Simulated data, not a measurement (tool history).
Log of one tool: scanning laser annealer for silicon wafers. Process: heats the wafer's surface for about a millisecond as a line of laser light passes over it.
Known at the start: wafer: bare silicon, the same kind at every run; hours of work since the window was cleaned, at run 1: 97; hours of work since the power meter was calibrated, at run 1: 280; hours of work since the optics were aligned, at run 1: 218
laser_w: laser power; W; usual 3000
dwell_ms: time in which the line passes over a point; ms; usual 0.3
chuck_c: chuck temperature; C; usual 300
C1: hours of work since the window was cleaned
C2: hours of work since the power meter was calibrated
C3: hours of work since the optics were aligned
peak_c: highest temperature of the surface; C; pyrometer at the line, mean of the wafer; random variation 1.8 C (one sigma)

Run 1, hour 0: usual settings; C1 97; C2 280; C3 218. Result: peak_c 1038 C.
Run 2, hour 16.6: usual settings; C1 104; C2 288; C3 225. Result: peak_c 1036 C.
Run 3, hour 32.8: usual settings; C1 112; C2 295; C3 233. Result: peak_c 1038 C.
Run 4, hour 45.7: usual settings but laser_w 2810 W; C1 117; C2 301; C3 239. Result: peak_c 988 C.
Run 5, hour 60.8: usual settings but laser_w 2625 W; C1 124; C2 308; C3 246. Result: peak_c 937 C.
Run 6, hour 76.3: usual settings but chuck_c 333 C; C1 131; C2 315; C3 253. Result: peak_c 1062 C.
Run 7, hour 92.3: usual settings but chuck_c 333 C; C1 138; C2 322; C3 260. Result: peak_c 1066 C.
Run 8, hour 104.1: usual settings but chuck_c 333 C; C1 144; C2 327; C3 265. Result: peak_c 1067 C.
Run 9, hour 112.5: usual settings but chuck_c 301 C; C1 148; C2 331; C3 269. Result: peak_c 1031 C.
Run 10, hour 131: usual settings but dwell_ms 0.265 ms; C1 156; C2 340; C3 277. Result: peak_c 987 C.
Run 11, hour 142.9: usual settings but dwell_ms 0.265 ms; C1 161; C2 345; C3 283. Result: peak_c 983 C.
Run 12, hour 157: usual settings but dwell_ms 0.265 ms; C1 168; C2 351; C3 289. Result: peak_c 980 C.
Run 13, hour 171.3: usual settings but dwell_ms 0.265 ms; C1 174; C2 358; C3 296. Result: peak_c 981 C.
Run 14, hour 191.2: usual settings but dwell_ms 0.347 ms; C1 183; C2 367; C3 305. Result: peak_c 1090 C.
Run 15, hour 210.8: usual settings but dwell_ms 0.347 ms; C1 192; C2 376; C3 313. Result: peak_c 1089 C.
Run 16, hour 223: usual settings but dwell_ms 0.353 ms; C1 198; C2 381; C3 319. Result: peak_c 1097 C.
Run 17, hour 231.7: usual settings but dwell_ms 0.353 ms; C1 202; C2 385; C3 323. Result: peak_c 1096 C.
Run 18, hour 250.7: usual settings but dwell_ms 0.353 ms; C1 210; C2 394; C3 332. Result: peak_c 1096 C.
Run 19, hour 267.5: usual settings but dwell_ms 0.353 ms, chuck_c 327 C; C1 218; C2 402; C3 339. Result: peak_c 1123 C.
Run 20, hour 284: usual settings but dwell_ms 0.353 ms, chuck_c 327 C; C1 225; C2 409; C3 347. Result: peak_c 1120 C.
Run 21, hour 300.7: usual settings but dwell_ms 0.353 ms, chuck_c 327 C; C1 233; C2 417; C3 354. Result: peak_c 1121 C.
Run 22, hour 317.1: usual settings but laser_w 2896 W, dwell_ms 0.29 ms, chuck_c 266 C; C1 240; C2 424; C3 362. Result: peak_c 949 C.
Run 23, hour 329.2: usual settings but laser_w 3013 W, dwell_ms 0.27 ms; C1 246; C2 429; C3 367. Result: peak_c 986 C.
Run 24, hour 337.7: usual settings but dwell_ms 0.372 ms, chuck_c 295 C; C1 250; C2 433; C3 371. Result: peak_c 1110 C.
Run 25, hour 346.2: usual settings but laser_w 3283 W, dwell_ms 0.319 ms; C1 254; C2 437; C3 375. Result: peak_c 1126 C.
Run 26, hour 357.2: usual settings but laser_w 3034 W, dwell_ms 0.301 ms, chuck_c 302 C; C1 259; C2 442; C3 380. Result: peak_c 1036 C.
Run 27, hour 366.2: usual settings but dwell_ms 0.24 ms; C1 263; C2 446; C3 384. Result: peak_c 936 C.
Run 28, hour 384.7: usual settings but dwell_ms 0.24 ms; C1 271; C2 455; C3 392. Result: peak_c 935 C.
Run 29, hour 395.2: usual settings but laser_w 3144 W, dwell_ms 0.256 ms; C1 276; C2 459; C3 397. Result: peak_c 999 C.
Run 30, hour 406.3: usual settings but laser_w 2985 W, dwell_ms 0.242 ms; C1 281; C2 464; C3 402. Result: peak_c 937 C.
Run 31, hour 418.2: usual settings but laser_w 2985 W, dwell_ms 0.242 ms; C1 286; C2 470; C3 408. Result: peak_c 935 C.
Run 32, hour 429.9: usual settings but laser_w 2889 W, dwell_ms 0.224 ms; C1 292; C2 475; C3 413. Result: peak_c 887 C.
Run 33, hour 438: usual settings but laser_w 2889 W, dwell_ms 0.224 ms; C1 295; C2 479; C3 416. Result: peak_c 890 C.
Run 34, hour 451.3: usual settings but laser_w 2719 W; C1 301; C2 485; C3 423. Result: peak_c 948 C.
Run 35, hour 470: usual settings but laser_w 2719 W; C1 310; C2 493; C3 431. Result: peak_c 944 C.
Run 36, hour 481.3: usual settings but laser_w 2719 W; C1 315; C2 498; C3 436. Result: peak_c 948 C.
Run 37, hour 489.5: usual settings but laser_w 2657 W, dwell_ms 0.231 ms, chuck_c 287 C; C1 319; C2 502; C3 440. Result: peak_c 831 C.
Run 38, hour 500.3: usual settings but laser_w 2731 W, dwell_ms 0.304 ms, chuck_c 287 C; C1 323; C2 507; C3 445. Result: peak_c 946 C.
Run 39, hour 509.5: usual settings but laser_w 2731 W, dwell_ms 0.304 ms, chuck_c 287 C; C1 328; C2 511; C3 449. Result: peak_c 937 C.
Run 40, hour 518.8: usual settings but laser_w 2776 W, dwell_ms 0.371 ms, chuck_c 272 C; C1 332; C2 515; C3 453. Result: peak_c 1011 C.

Some steps in peak_c between neighbouring runs. How much of each would the tool show without its hidden state too (settings, what came in, random variation), and how much is left for the hidden state, with any gauge scatter that isn't in both results?
The hidden state here: light that passes the window, % of a clean one's; laser's true power over the reading, %; width of the line over the set one, %; drift of the gauge itself on peak_c, C.
Run 5 -> 6: laser_w 2625 -> 3000, chuck_c 300 -> 333. peak_c +125 C: hidden state -3, all else +128.
Run 21 -> 22: laser_w 3000 -> 2896, dwell_ms 0.353 -> 0.29, chuck_c 327 -> 266. peak_c -172 C: hidden state +4, all else -176.
Run 23 -> 24: laser_w 3013 -> 3000, dwell_ms 0.27 -> 0.372, chuck_c 300 -> 295. peak_c +124 C: hidden state -5, all else +129.
Run 36 -> 37: laser_w 2719 -> 2657, dwell_ms 0.3 -> 0.231, chuck_c 300 -> 287. peak_c -117 C: hidden state +5, all else -122.
Run 37 -> 38: laser_w 2657 -> 2731, dwell_ms 0.231 -> 0.304. peak_c +115 C: hidden state -5, all else +120.

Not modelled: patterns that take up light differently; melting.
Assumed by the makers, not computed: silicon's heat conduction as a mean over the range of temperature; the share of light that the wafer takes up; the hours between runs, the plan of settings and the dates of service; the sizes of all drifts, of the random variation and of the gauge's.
